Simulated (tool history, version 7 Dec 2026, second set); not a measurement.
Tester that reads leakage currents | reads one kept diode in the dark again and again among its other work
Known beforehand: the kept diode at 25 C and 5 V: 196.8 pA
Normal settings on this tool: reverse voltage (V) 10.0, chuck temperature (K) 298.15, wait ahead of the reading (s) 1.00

| run | hour | reverse voltage (V) | chuck temperature (K) | wait ahead of the reading (s) | current that the tester gives (pA) |
|---|---|---|---|---|---|
| 1 | 0.0 | 10.0 | 298.15 | 1.00 | 252.56 |
| 2 | 20.2 | 10.0 | 298.15 | 1.00 | 252.64 |
| 3 | 48.9 | 10.0 | 298.15 | 1.00 | 253.71 |
| 4 | 86.0 | 10.0 | 302.15 | 1.00 | 348.33 |
| 5 | 122.0 | 10.0 | 302.15 | 1.00 | 350.96 |
| 6 | 158.4 | 10.0 | 302.15 | 1.00 | 347.73 |
| 7 | 188.5 | 10.0 | 298.15 | 4.85 | 251.40 |
| 8 | 223.3 | 10.0 | 298.15 | 4.85 | 249.75 |
| 9 | 246.3 | 10.0 | 298.15 | 3.08 | 251.07 |
| 10 | 284.9 | 10.0 | 298.15 | 3.08 | 251.60 |
| 11 | 301.7 | 10.0 | 298.15 | 1.00 | 253.89 |
| 12 | 326.8 | 6.4 | 298.15 | 1.00 | 215.78 |
|  | 337.6 | chuck's temperature calibrated |
| 13 | 362.3 | 6.4 | 298.15 | 1.00 | 216.20 |
| 14 | 389.2 | 6.4 | 298.15 | 1.00 | 216.99 |
| 15 | 405.5 | 6.4 | 298.15 | 1.00 | 216.22 |
| 16 | 436.6 | 10.0 | 298.15 | 1.00 | 252.45 |
| 17 | 472.0 | 10.0 | 298.15 | 1.00 | 252.86 |
| 18 | 507.7 | 10.0 | 298.15 | 1.00 | 253.94 |
| 19 | 529.0 | 4.0 | 298.15 | 1.00 | 183.21 |
| 20 | 550.3 | 4.0 | 298.15 | 1.00 | 183.87 |
| 21 | 586.5 | 10.0 | 298.15 | 3.80 | 251.97 |
| 22 | 607.2 | 10.0 | 298.15 | 3.80 | 252.22 |
| 23 | 638.0 | 1.3 | 298.15 | 0.98 | 123.96 |
| 24 | 677.1 | 10.0 | 296.15 | 0.93 | 215.71 |
| 25 | 704.1 | 10.0 | 298.15 | 7.19 | 250.95 |
| 26 | 733.4 | 10.0 | 298.15 | 7.19 | 251.27 |
| 27 | 771.8 | 16.4 | 298.15 | 5.26 | 299.73 |
| 28 | 810.1 | 16.4 | 301.15 | 5.26 | 380.91 |
| 29 | 827.2 | 16.4 | 301.15 | 5.26 | 381.92 |
| 30 | 844.5 | 16.4 | 301.15 | 5.26 | 382.75 |
| 31 | 863.6 | 16.4 | 316.15 | 5.26 | 1202.63 |
| 32 | 888.1 | 2.5 | 328.15 | 3.94 | 1469.77 |
| 33 | 913.7 | 2.7 | 298.15 | 9.20 | 158.76 |
| 34 | 949.2 | 10.0 | 325.15 | 6.36 | 1926.17 |
| 35 | 982.1 | 7.5 | 303.15 | 0.86 | 342.29 |
| 36 | 1018.0 | 19.3 | 303.15 | 0.81 | 477.84 |
| 37 | 1038.8 | 5.6 | 320.15 | 3.69 | 1109.23 |
| 38 | 1072.8 | 10.1 | 318.15 | 3.69 | 1173.34 |
| 39 | 1090.3 | 10.1 | 318.15 | 3.69 | 1175.41 |
|  | 1112.2 | probe card cleaned and baked |
| 40 | 1112.8 | 11.9 | 299.15 | 3.12 | 290.69 |

What will run 41 give?
| 41 | 1149.0 | 2.6 | 321.15 | 4.17 | ? |

current that the tester gives (pA): 914.20
The same run, on a tool lacking any hidden state, would have yielded current that the tester gives (pA) 914.13.

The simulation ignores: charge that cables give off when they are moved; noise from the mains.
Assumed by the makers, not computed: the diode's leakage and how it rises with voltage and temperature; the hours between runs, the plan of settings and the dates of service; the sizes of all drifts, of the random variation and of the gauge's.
